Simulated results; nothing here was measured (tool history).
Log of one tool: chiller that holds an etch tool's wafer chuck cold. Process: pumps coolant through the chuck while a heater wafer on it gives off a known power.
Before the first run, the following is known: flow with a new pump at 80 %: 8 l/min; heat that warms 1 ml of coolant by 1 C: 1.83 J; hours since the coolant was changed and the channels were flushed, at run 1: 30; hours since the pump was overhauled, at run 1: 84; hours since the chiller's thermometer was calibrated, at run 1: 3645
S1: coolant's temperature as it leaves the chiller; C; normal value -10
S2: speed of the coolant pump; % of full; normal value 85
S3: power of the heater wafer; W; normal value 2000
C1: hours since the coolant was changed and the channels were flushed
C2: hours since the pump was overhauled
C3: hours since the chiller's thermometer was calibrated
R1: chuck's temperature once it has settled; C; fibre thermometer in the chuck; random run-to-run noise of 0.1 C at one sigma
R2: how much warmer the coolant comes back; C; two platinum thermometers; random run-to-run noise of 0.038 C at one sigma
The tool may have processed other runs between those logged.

Run 1, hour 0: usual settings; C1 30; C2 84; C3 3645. Result: R1 3.1 C, R2 7.75 C.
Run 2, hour 145.4: usual settings but S1 -19 C; C1 175; C2 230; C3 3791. Result: R1 -6 C, R2 7.76 C.
Run 3, hour 335.6: usual settings but S3 2499 W; C1 365; C2 420; C3 3981. Result: R1 6.6 C, R2 9.74 C.
Run 4, hour 451.7: usual settings but S3 2499 W; C1 482; C2 536; C3 4097. Result: R1 6.4 C, R2 9.73 C.
Run 5, hour 674: usual settings but S3 1945 W; C1 704; C2 758; C3 4319. Result: R1 2.8 C, R2 7.52 C.
Run 6, hour 800.6: usual settings but S3 1945 W; C1 830; C2 885; C3 4446. Result: R1 2.8 C, R2 7.56 C.
Run 7, hour 1007.1: usual settings but S1 -7 C, S3 1945 W; C1 1037; C2 1091; C3 4652. Result: R1 5.6 C, R2 7.59 C.
At hour 1157.8: chiller's thermometer calibrated.
Run 8, hour 1179.1: usual settings but S1 -7 C, S3 1945 W; C1 1208; C2 1262; C3 21. Result: R1 6.3 C, R2 7.62 C.
Run 9, hour 1339.3: usual settings; C1 1368; C2 1423; C3 182. Result: R1 3.8 C, R2 7.84 C.
Run 10, hour 1461.8: usual settings; C1 1491; C2 1545; C3 304. Result: R1 3.5 C, R2 7.83 C.
Run 11, hour 1655.5: usual settings; C1 1684; C2 1739; C3 498. Result: R1 3.8 C, R2 7.86 C.
Run 12, hour 1870.3: usual settings; C1 1899; C2 1954; C3 713. Result: R1 3.7 C, R2 7.89 C.
At hour 1886.8: coolant pump overhauled.
Run 13, hour 2003.8: usual settings; C1 2028; C2 117; C3 841. Result: R1 3.9 C, R2 7.92 C.
Run 14, hour 2126.3: usual settings; C1 2150; C2 239; C3 964. Result: R1 3.9 C, R2 7.96 C.
Run 15, hour 2276.9: usual settings; C1 2301; C2 390; C3 1114. Result: R1 4.1 C, R2 7.96 C.
Run 16, hour 2455.8: usual settings; C1 2480; C2 569; C3 1293. Result: R1 3.9 C, R2 7.98 C.
At hour 2490.8: coolant pump overhauled, once more.
Run 17, hour 2637.1: usual settings but S2 61 % of full, S3 2162 W; C1 2656; C2 146; C3 1469. Result: R1 8.7 C, R2 11.68 C.
Run 18, hour 2795.8: usual settings but S1 -17 C, S2 61 % of full, S3 2162 W; C1 2815; C2 305; C3 1628. Result: R1 1.8 C, R2 11.65 C.
Run 19, hour 2937.7: usual settings but S1 -12 C, S2 90 % of full, S3 2323 W; C1 2956; C2 447; C3 1770. Result: R1 3 C, R2 8.5 C.
Run 20, hour 3028.9: usual settings but S1 -12 C, S2 90 % of full, S3 2323 W; C1 3048; C2 538; C3 1861. Result: R1 3.2 C, R2 8.47 C.
Run 21, hour 3168.9: usual settings but S1 -12 C, S2 96 % of full, S3 2323 W; C1 3188; C2 678; C3 2001. Result: R1 2.5 C, R2 8.07 C.
Run 22, hour 3392.5: usual settings but S1 -12 C, S2 96 % of full, S3 2323 W; C1 3411; C2 902; C3 2225. Result: R1 2.5 C, R2 8.01 C.
Run 23, hour 3503.3: usual settings but S1 -4 C, S2 82 % of full; C1 3522; C2 1012; C3 2335. Result: R1 10.1 C, R2 8.15 C.
Run 24, hour 3702.6: usual settings but S1 -11 C, S2 78 % of full, S3 1651 W; C1 3721; C2 1212; C3 2535. Result: R1 0.9 C, R2 7.06 C.
Run 25, hour 3833: usual settings but S1 -11 C, S2 78 % of full, S3 1651 W; C1 3852; C2 1342; C3 2665. Result: R1 1 C, R2 7.08 C.
Run 26, hour 3970.1: usual settings but S1 -11 C, S2 90 % of full, S3 1041 W; C1 3989; C2 1479; C3 2802. Result: R1 -4.2 C, R2 3.83 C.
Run 27, hour 4130.6: usual settings but S1 -11 C, S2 82 % of full, S3 1666 W; C1 4149; C2 1640; C3 2963. Result: R1 0.7 C, R2 6.73 C.
Run 28, hour 4251.7: usual settings but S2 86 % of full, S3 1719 W; C1 4271; C2 1761; C3 3084. Result: R1 1.7 C, R2 6.65 C.
Run 29, hour 4429.9: usual settings but S1 -2 C, S3 2136 W; C1 4449; C2 1939; C3 3262. Result: R1 12.8 C, R2 8.44 C.
Run 30, hour 4583.9: usual settings but S1 -18 C, S2 90 % of full, S3 1899 W; C1 4603; C2 2093; C3 3416. Result: R1 -5.6 C, R2 7.02 C.
Run 31, hour 4767.4: usual settings but S1 -19 C, S2 90 % of full, S3 1899 W; C1 4786; C2 2277; C3 3600. Result: R1 -6.7 C, R2 7.07 C.

Below are 3 alternative next runs, each starting from the tool's condition after run 31. Predict each:
Run A, hour 4867.3: usual settings but S1 -1 C, S2 92 % of full, S3 1595 W; C1 4886; C2 2376; C3 3700. Result: R1 ?, R2 ?.
Run B, hour 4867.3: usual settings but S2 86 % of full, S3 1799 W; C1 4886; C2 2376; C3 3700. Result: R1 ?, R2 ?.
Run C, hour 4867.3: usual settings but S1 -19 C, S2 75 % of full, S3 1082 W; C1 4886; C2 2376; C3 3700. Result: R1 ?, R2 ?.

run   R1    R2
  A  9.1  5.84
  B  2.2  7.01
  C  -11  4.87
What these runs would have given with no unlogged condition in the tool:
run     R1    R2
  A    8.9  5.71
  B    1.8  6.86
  C  -11.1  4.76
